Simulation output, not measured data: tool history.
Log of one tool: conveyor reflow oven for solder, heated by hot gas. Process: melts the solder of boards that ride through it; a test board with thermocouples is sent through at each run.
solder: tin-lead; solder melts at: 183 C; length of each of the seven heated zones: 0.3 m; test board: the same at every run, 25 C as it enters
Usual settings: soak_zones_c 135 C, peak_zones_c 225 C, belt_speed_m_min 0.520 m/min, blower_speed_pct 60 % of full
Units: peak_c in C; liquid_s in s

run	hour	soak_zones_c	peak_zones_c	belt_speed_m_min	blower_speed_pct	peak_c	liquid_s
1	0.0	135	225	0.520	60	210.5	46.2
2	32.4	135	225	0.520	60	210.5	46.4
3	84.4	135	225	0.520	60	210.6	46.5
4	115.0	135	221	0.520	60	207.2	43.5
5	141.9	135	221	0.520	60	207.2	43.6
6	175.1	135	221	0.520	60	207.3	43.7
7	218.8	135	221	0.520	60	207.0	43.7
8	260.5	135	221	0.520	60	207.3	43.6
9	313.0	135	225	0.520	60	210.4	46.6
# hour 328.0: flux residue cleaned out of gas plates and filters
10	363.3	135	225	0.520	89	217.3	53.6
11	399.8	129	225	0.520	89	216.5	51.4
12	455.6	135	225	0.520	77	215.0	51.2
13	483.6	143	225	0.520	60	212.3	51.3
14	515.1	135	225	0.520	60	210.9	47.0
15	568.9	135	225	0.478	60	213.6	53.6
16	620.7	135	224	0.502	67	212.8	51.5
# hour 637.8: thermocouples of zones 6 and 7 changed
17	650.5	135	224	0.502	67	211.9	50.2
18	675.2	147	215	0.502	59	203.8	46.4
19	712.5	138	225	0.461	60	213.8	58.1
20	750.4	131	225	0.461	60	212.4	54.6
# hour 785.6: flux residue cleaned out of gas plates and filters
21	804.4	135	225	0.537	60	209.7	44.2
22	841.2	135	225	0.537	60	209.3	44.3
23	884.9	135	225	0.537	60	209.6	44.2
24	919.4	125	225	0.577	60	205.1	34.2
25	942.8	135	237	0.438	60	225.7	69.2
26	978.4	135	237	0.438	60	226.3	69.5
27	1032.8	128	237	0.599	67	217.2	42.3
28	1056.4	128	234	0.599	86	219.3	45.1
29	1082.3	128	234	0.534	86	222.6	53.3

4 ways to go on from here, each from the tool as it stands after run 29. What would each give?
A	1106.4	131	234	0.534	69	?	?
B	1106.4	128	234	0.424	86	?	?
C	1106.4	145	225	0.431	60	?	?
D	1106.4	135	225	0.564	60	?	?

run	peak_c	liquid_s
A	219.4	51.6
B	228.0	72.0
C	216.8	67.7
D	207.8	40.5
Without the tool's hidden state the same runs would have given:
run	peak_c	liquid_s
A	219.0	50.5
B	227.6	70.5
C	216.2	66.1
D	207.4	39.4
